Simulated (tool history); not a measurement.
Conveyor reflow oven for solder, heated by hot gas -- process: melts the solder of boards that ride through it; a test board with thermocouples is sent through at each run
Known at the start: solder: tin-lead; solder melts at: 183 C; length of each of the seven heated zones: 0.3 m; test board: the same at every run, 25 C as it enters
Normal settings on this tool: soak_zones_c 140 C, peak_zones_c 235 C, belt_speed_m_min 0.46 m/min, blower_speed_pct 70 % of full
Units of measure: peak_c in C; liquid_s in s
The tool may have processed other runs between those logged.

run     day  soak_zones_c  peak_zones_c  belt_speed_m_min  blower_speed_pct  peak_c  liquid_s
  1       0           140           235              0.46                70  224.59      66.3
  2   1.021           140           235              0.46                70  224.51      66.5
  3   2.154           140           235              0.46                70  224.57      66.6
  4   3.288           140           235              0.46                55  222.35      65.6
  5   4.692           140           235              0.46                55  222.44      64.6
  6   6.358           140           235              0.46                52  221.95        64
  7   8.117           140           235              0.46                52  222.02      64.5
  8   9.296           140           235             0.461                70  224.55      66.9
  9  11.042           140           235             0.461                70  224.39      66.2
 10  12.283           140           235             0.461                70   224.5      66.5
 11    13.3           140           246              0.46                70  234.67      72.1
 12  14.483           140           246              0.46                70  234.67      72.5
     15.888  -- flux residue cleaned out of gas plates and filters
 13  16.512           140           235              0.46                70   225.1      67.2
 14   17.85           140           235              0.46                82  226.22        68
 15  18.783           140           235              0.46                82  226.29      68.4
 16  20.375           140           235              0.46                70  225.02      67.2
 17  22.025           140           235              0.46                70  224.89      67.8
 18  23.662           140           235              0.46                70  224.95      66.6
 19  25.388           151           242              0.45                77  233.86      77.9
 20  26.629           140           235             0.453                70  225.29      68.2
 21  27.925           140           227             0.453                70  217.92      63.8
 22  29.188           140           227             0.453                70     218      64.2
 23  30.358           154           229             0.453                67  221.17        72
 24  31.508           137           235              0.46                61  223.47      64.9
 25    32.7           126           235              0.46                88  225.23      64.2
 26  34.508           153           234             0.526                67  222.17      61.4
     35.425  -- thermocouples of zones 6 and 7 changed
 27  36.421           140           235              0.46                71   223.9      66.9
 28  38.158           140           235              0.46                68  223.69      66.2
 29  39.875           140           235             0.429                64  224.86      72.7
 30  40.925           133           235             0.374                72  228.01      84.3
 31  41.671           140           230              0.46                69  218.94      63.9

4 ways to go on from here, each from the tool as it stands after run 31. What would each give?
  A  43.475           137           235              0.46                70       ?         ?
  B  43.475           140           245              0.46                70       ?         ?
  C  43.475           140           227             0.415                71       ?         ?
  D  43.475           145           230              0.46                69       ?         ?

run  peak_c  liquid_s
  A  223.47      65.5
  B  233.11      72.5
  C  218.77      71.4
  D  219.83      66.4
Stripped of hidden state, with their random variation kept, the same runs would have yielded:
run  peak_c  liquid_s
  A  223.71      63.9
  B  233.35      70.6
  C     219      69.7
  D  220.05      64.8

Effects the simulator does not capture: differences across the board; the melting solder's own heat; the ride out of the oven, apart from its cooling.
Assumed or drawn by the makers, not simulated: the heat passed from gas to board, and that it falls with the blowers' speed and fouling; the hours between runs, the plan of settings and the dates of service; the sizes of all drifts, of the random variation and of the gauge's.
